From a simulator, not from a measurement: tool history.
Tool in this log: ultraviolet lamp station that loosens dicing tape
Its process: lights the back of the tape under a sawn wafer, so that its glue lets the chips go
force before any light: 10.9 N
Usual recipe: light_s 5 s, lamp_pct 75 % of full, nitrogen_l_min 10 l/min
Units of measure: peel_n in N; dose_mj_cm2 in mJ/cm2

run	day	light_s	lamp_pct	nitrogen_l_min	peel_n	dose_mj_cm2
1	0.000	5	75	10	0.411	450
2	0.392	5	75	10	0.393	442
3	0.938	5	75	4	0.882	443
4	1.500	5	75	10	0.421	447
5	2.121	5	75	10	0.428	441
6	2.692	5	75	10	0.405	441
7	3.067	5	84	10	0.346	488
8	3.388	5	84	10	0.341	487
9	3.992	5	84	10	0.359	487
# day 4.042: window cleaned of glue's vapour
10	4.600	5	75	10	0.437	428
11	5.217	5	75	10	0.442	429
12	5.671	5	75	10	0.458	423
13	6.358	8	75	16	0.248	675
14	6.875	4	75	8	0.862	337
# day 7.171: window cleaned of glue's vapour, once more
15	7.417	3	99	5	1.196	347
16	7.925	7	70	13	0.278	566
17	8.250	7	70	13	0.277	564
18	8.946	7	70	13	0.277	559
19	9.612	7	70	13	0.252	559

Forecast each of these 4 alternatives for the next run:
A	10.283	4	75	17	?	?
B	10.283	4	83	10	?	?
C	10.283	7	70	3	?	?
D	10.283	7	73	6	?	?

run	peel_n	dose_mj_cm2
A	0.493	340
B	0.590	377
C	0.702	550
D	0.375	568
Take away the tool's hidden state, keep each run's random variation, and the runs would have read:
run	peel_n	dose_mj_cm2
A	0.392	385
B	0.461	428
C	0.543	624
D	0.314	644
